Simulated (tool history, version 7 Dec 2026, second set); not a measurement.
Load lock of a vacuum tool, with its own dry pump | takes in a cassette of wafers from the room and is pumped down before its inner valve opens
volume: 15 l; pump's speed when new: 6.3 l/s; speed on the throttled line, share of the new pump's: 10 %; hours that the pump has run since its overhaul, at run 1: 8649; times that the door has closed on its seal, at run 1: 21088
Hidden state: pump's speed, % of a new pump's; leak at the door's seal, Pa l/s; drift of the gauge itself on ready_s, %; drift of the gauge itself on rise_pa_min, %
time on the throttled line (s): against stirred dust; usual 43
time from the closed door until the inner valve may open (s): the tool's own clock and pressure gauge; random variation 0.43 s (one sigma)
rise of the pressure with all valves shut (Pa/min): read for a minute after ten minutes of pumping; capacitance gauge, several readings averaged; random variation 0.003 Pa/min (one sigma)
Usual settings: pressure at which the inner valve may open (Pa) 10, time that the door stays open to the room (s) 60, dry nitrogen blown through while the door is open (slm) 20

run	hour	time on the throttled line (s)	pressure at which the inner valve may open (Pa)	time that the door stays open to the room (s)	dry nitrogen blown through while the door is open (slm)	hours that the pump has run since its overhaul	times that the door has closed on its seal	incoming humidity of the room's air, %	time from the closed door until the inner valve may open (s)	rise of the pressure with all valves shut (Pa/min)
1	0	43	10	60	20	8649	21088	45.1	62.8	0.145
2	399.9	43	10	60	20	9049	21644	42.6	62.6	0.148
3	706.8	43	10	60	20	9356	22070	42.2	63.5	0.146
4	1248.9	43	10	60	20	9898	22823	47.3	62.2	0.159
5	1675.1	43	10	60	20	10325	23415	45	62.4	0.159
6	1960.7	43	10	60	16	10610	23811	42.5	63.1	0.167
7	2299.8	43	10	60	12	10949	24282	45.3	62.4	0.171
8	2605.7	43	10	41	20	11255	24707	47.4	62.9	0.169
9	2936	43	10	41	20	11586	25166	43.1	63.1	0.17
10	3334.6	43	10	41	20	11984	25720	48.5	63.3	0.175
11	3840.3	43	10	41	20	12490	26422	44	64.3	0.164
12	4521.8	39	10	60	20	13171	27369	48.1	60	0.204
13	5119.1	43	10	60	10	13769	28198	49.2	63.1	0.214
14	5552	43	10	60	10	14202	28800	44.8	63.9	0.213
15	5876.7	43	10	60	10	14526	29251	43.5	63.4	0.215
16	6395.7	43	10	50	20	15045	29972	50.1	63.5	0.208
17	6757.7	26	10	60	20	15407	30474	48	48.6	0.211
18	7160.1	68	10	60	20	15810	31033	44.9	85.6	0.214
19	7685.3	68	10	60	20	16335	31763	45.8	86.4	0.216
20	8131.7	68	12	60	20	16781	32383	43.8	85.9	0.223
21	8501.9	51	18	149	26	17151	32897	45.4	69.8	0.237
22	9188.9	32	10	31	12	17838	33851	45	55.2	0.236
23	9657.7	32	10	31	12	18307	34502	44	54.3	0.23
24	9947.7	25	9	108	23	18597	34905	44.1	49	0.248
25	10492.8	43	10	60	21	19142	35662	43.8	64.5	0.25
26	10780.9	43	10	185	6	19430	36063	45.7	65.1	0.311
27	11073.7	57	11	38	5	19723	36469	44.8	75.9	0.257
28	11538.6	43	10	28	21	20188	37115	41.4	65.1	0.247
29	12119	43	13	188	20	20769	37921	49.3	64.2	0.31
30	12736.9	43	13	166	6	21386	38779	46.3	64.4	0.33
31	13224.1	71	13	166	6	21874	39456	42.3	88.1	0.335
# hour 13694.2: dry pump taken out, an overhauled one fitted
32	13869.9	68	13	142	14	176	40345	44.9	82.2	0.317
33	14301.9	68	13	142	14	608	40945	47.2	83.2	0.333
34	14680.4	71	15	124	21	986	41471	46	86.8	0.319
35	14985.1	71	15	124	18	1291	41894	44.5	85.1	0.32
36	15372.1	27	9	102	41	1678	42431	45.5	47.6	0.305
37	16001.9	33	11	101	15	2308	43306	44.5	52	0.336

4 ways to go on from here, each from the tool as it stands after run 37. What would each give?
A	16649.1	84	14	101	5	2955	44205	42.8	?	?
B	16649.1	33	11	38	15	2955	44205	46.6	?	?
C	16649.1	27	8	44	15	2955	44205	41.4	?	?
D	16649.1	33	10	89	6	2955	44205	45.6	?	?

run	time from the closed door until the inner valve may open (s)	rise of the pressure with all valves shut (Pa/min)
A	95.9	0.361
B	52	0.326
C	47.7	0.315
D	51.6	0.355
Without the tool's hidden state the same runs would have given:
run	time from the closed door until the inner valve may open (s)	rise of the pressure with all valves shut (Pa/min)
A	95.8	0.08
B	51.9	0.046
C	47.5	0.04
D	51.5	0.073
